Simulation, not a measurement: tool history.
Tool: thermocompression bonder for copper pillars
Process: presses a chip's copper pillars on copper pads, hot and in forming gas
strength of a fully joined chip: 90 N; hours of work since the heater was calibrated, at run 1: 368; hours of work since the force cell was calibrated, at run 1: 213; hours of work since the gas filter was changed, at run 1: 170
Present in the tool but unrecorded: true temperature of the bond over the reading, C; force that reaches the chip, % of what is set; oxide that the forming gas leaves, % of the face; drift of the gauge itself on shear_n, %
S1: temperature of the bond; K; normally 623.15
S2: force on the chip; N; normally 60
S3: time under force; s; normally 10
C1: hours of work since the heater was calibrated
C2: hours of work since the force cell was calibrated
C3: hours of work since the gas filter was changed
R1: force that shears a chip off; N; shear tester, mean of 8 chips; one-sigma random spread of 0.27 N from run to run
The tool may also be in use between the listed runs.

| run | hour | S1 | S2 | S3 | C1 | C2 | C3 | R1 |
|---|---|---|---|---|---|---|---|---|
| 1 | 0 | 623.15 | 60 | 10 | 368 | 213 | 170 | 39.7 |
| 2 | 9.9 | 623.15 | 60 | 10 | 375 | 219 | 176 | 39.5 |
| 3 | 17.7 | 623.15 | 60 | 10 | 380 | 225 | 181 | 39.3 |
| 4 | 32.2 | 623.15 | 60 | 10 | 389 | 234 | 191 | 39.7 |
| 5 | 45.6 | 623.15 | 60 | 10 | 398 | 243 | 200 | 39.2 |
| 6 | 54.7 | 623.15 | 60 | 8 | 404 | 249 | 206 | 36.2 |
| 7 | 63 | 623.15 | 60 | 8 | 409 | 254 | 211 | 36.3 |
| 8 | 72.6 | 623.15 | 60 | 8 | 415 | 260 | 217 | 36.2 |
| 9 | 79.3 | 623.15 | 60 | 10 | 420 | 265 | 222 | 39.1 |
| 10 | 89.6 | 623.15 | 60 | 10 | 427 | 271 | 228 | 39.5 |
|  | 92.9 | forming gas filter changed |
| 11 | 97.2 | 623.15 | 83 | 10 | 431 | 276 | 3 | 47.1 |
| 12 | 106.3 | 623.15 | 60 | 10 | 437 | 282 | 9 | 40.5 |
| 13 | 119.7 | 623.15 | 60 | 10 | 446 | 291 | 17 | 40.7 |
| 14 | 129.6 | 623.15 | 60 | 10 | 452 | 297 | 24 | 40.8 |
| 15 | 145.1 | 623.15 | 60 | 10 | 462 | 307 | 34 | 39.8 |
| 16 | 155.2 | 623.15 | 60 | 10 | 469 | 314 | 41 | 40.3 |
| 17 | 170.9 | 623.15 | 60 | 10 | 479 | 324 | 51 | 39.7 |
| 18 | 181.5 | 623.15 | 60 | 10 | 486 | 331 | 58 | 39.7 |
| 19 | 188.6 | 623.15 | 60 | 10 | 491 | 336 | 62 | 39.9 |
| 20 | 202.9 | 623.15 | 60 | 10 | 500 | 345 | 72 | 39.9 |
| 21 | 213.1 | 597.15 | 60 | 7 | 507 | 351 | 78 | 28.4 |
| 22 | 224.5 | 597.15 | 60 | 7 | 514 | 359 | 86 | 28.3 |
| 23 | 233.9 | 647.15 | 77 | 7 | 520 | 365 | 92 | 45.4 |
| 24 | 243.9 | 596.15 | 62 | 9 | 527 | 372 | 98 | 31.2 |
| 25 | 256.4 | 643.15 | 82 | 12 | 535 | 380 | 107 | 53.9 |
| 26 | 269 | 626.15 | 51 | 6 | 543 | 388 | 115 | 30.5 |
| 27 | 277.3 | 623.15 | 43 | 29 | 548 | 393 | 120 | 49.2 |
| 28 | 292.4 | 629.15 | 50 | 11 | 558 | 403 | 130 | 38.4 |
| 29 | 305 | 629.15 | 50 | 11 | 566 | 411 | 138 | 38.7 |
| 30 | 314.7 | 629.15 | 50 | 11 | 573 | 418 | 144 | 38.6 |
| 31 | 329.6 | 621.15 | 50 | 15 | 582 | 427 | 154 | 40.7 |
| 32 | 342.4 | 626.15 | 85 | 14 | 591 | 436 | 163 | 51.1 |
| 33 | 351.8 | 603.15 | 80 | 10 | 597 | 442 | 169 | 38.2 |

Run 34 has not been measured yet. What should we expect?
| 34 | 359.9 | 647.15 | 77 | 12 | 602 | 447 | 174 | ? |

R1: 52.7 N
Without the tool's hidden state the same run would have given R1 57.8 N.

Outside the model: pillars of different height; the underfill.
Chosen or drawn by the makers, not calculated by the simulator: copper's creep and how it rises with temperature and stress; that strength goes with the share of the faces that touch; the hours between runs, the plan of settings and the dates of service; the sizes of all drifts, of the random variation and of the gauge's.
